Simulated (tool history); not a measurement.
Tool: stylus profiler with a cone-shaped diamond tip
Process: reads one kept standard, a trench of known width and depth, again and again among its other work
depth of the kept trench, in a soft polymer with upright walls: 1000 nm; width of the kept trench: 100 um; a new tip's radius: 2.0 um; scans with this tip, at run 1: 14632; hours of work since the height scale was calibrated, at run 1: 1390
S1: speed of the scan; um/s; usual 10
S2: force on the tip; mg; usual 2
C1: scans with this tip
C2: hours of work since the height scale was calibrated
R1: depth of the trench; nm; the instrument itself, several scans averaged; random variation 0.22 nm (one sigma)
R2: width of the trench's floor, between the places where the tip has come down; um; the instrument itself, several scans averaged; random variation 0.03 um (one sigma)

Run 1, hour 0: usual settings; C1 14632; C2 1390. Result: R1 1012.14 nm, R2 94.46 um.
Run 2, hour 71.1: usual settings but S1 4 um/s; C1 15206; C2 1444. Result: R1 1012.36 nm, R2 94.39 um.
At hour 113.8: new tip fitted, height scale calibrated.
Run 3, hour 132.6: usual settings but S1 3 um/s; C1 153; C2 14. Result: R1 1006.4 nm, R2 96.5 um.
Run 4, hour 205.6: usual settings but S1 3 um/s; C1 743; C2 71. Result: R1 1007.06 nm, R2 96.37 um.
Run 5, hour 272.6: usual settings; C1 1284; C2 122. Result: R1 1007.7 nm, R2 96.25 um.
Run 6, hour 343.4: usual settings; C1 1857; C2 176. Result: R1 1007.69 nm, R2 96.17 um.
Run 7, hour 419.5: usual settings; C1 2472; C2 235. Result: R1 1007.92 nm, R2 96.09 um.
Run 8, hour 474: usual settings; C1 2913; C2 277. Result: R1 1007.92 nm, R2 96.08 um.
Run 9, hour 527.7: usual settings but S1 20 um/s; C1 3347; C2 318. Result: R1 1008.65 nm, R2 95.94 um.
Run 10, hour 560.4: usual settings; C1 3612; C2 343. Result: R1 1008.31 nm, R2 95.84 um.
Run 11, hour 616.7: usual settings but S2 1.86 mg; C1 4067; C2 386. Result: R1 1008.22 nm, R2 95.87 um.
Run 12, hour 668.6: usual settings but S1 11 um/s, S2 5.32 mg; C1 4487; C2 426. Result: R1 1014.7 nm, R2 95.74 um.
Run 13, hour 743.5: usual settings but S1 24 um/s; C1 5092; C2 484. Result: R1 1008.74 nm, R2 95.66 um.
Run 14, hour 774.9: usual settings but S1 24 um/s; C1 5346; C2 508. Result: R1 1008.78 nm, R2 95.62 um.
Run 15, hour 847.2: usual settings but S1 24 um/s; C1 5931; C2 563. Result: R1 1009.43 nm, R2 95.54 um.
Run 16, hour 909.1: usual settings but S1 14 um/s; C1 6431; C2 611. Result: R1 1009.6 nm, R2 95.45 um.
Run 17, hour 958.9: usual settings but S1 24 um/s, S2 0.81 mg; C1 6834; C2 649. Result: R1 1006.79 nm, R2 95.29 um.
Run 18, hour 1000.7: usual settings but S1 24 um/s, S2 0.81 mg; C1 7172; C2 681. Result: R1 1006.55 nm, R2 95.29 um.
Run 19, hour 1056.1: usual settings but S1 2 um/s, S2 5.2 mg; C1 7620; C2 724. Result: R1 1015.46 nm, R2 95.36 um.
Run 20, hour 1121.1: usual settings but S1 17 um/s, S2 4.6 mg; C1 8146; C2 774. Result: R1 1014.73 nm, R2 95.2 um.

Forecast each of these 5 alternatives for the next run:
Run A, hour 1184: usual settings but S1 14 um/s, S2 0.97 mg; C1 8654; C2 822. Result: R1 ?, R2 ?.
Run B, hour 1184: usual settings but S1 9 um/s, S2 1.07 mg; C1 8654; C2 822. Result: R1 ?, R2 ?.
Run C, hour 1184: usual settings but S1 23 um/s, S2 2.8 mg; C1 8654; C2 822. Result: R1 ?, R2 ?.
Run D, hour 1184: usual settings but S1 27 um/s; C1 8654; C2 822. Result: R1 ?, R2 ?.
Run E, hour 1184: usual settings but S1 17 um/s, S2 1.55 mg; C1 8654; C2 822. Result: R1 ?, R2 ?.

run       R1     R2
  A  1007.64  95.14
  B  1007.74  95.21
  C  1011.76  95.16
  D  1010.75  95.11
  E  1009.56   95.1
Without the tool's hidden state the same runs would have given:
run       R1     R2
  A  1003.52  96.49
  B  1003.61  96.57
  C  1007.63  96.51
  D  1006.61  96.46
  E  1005.43  96.45
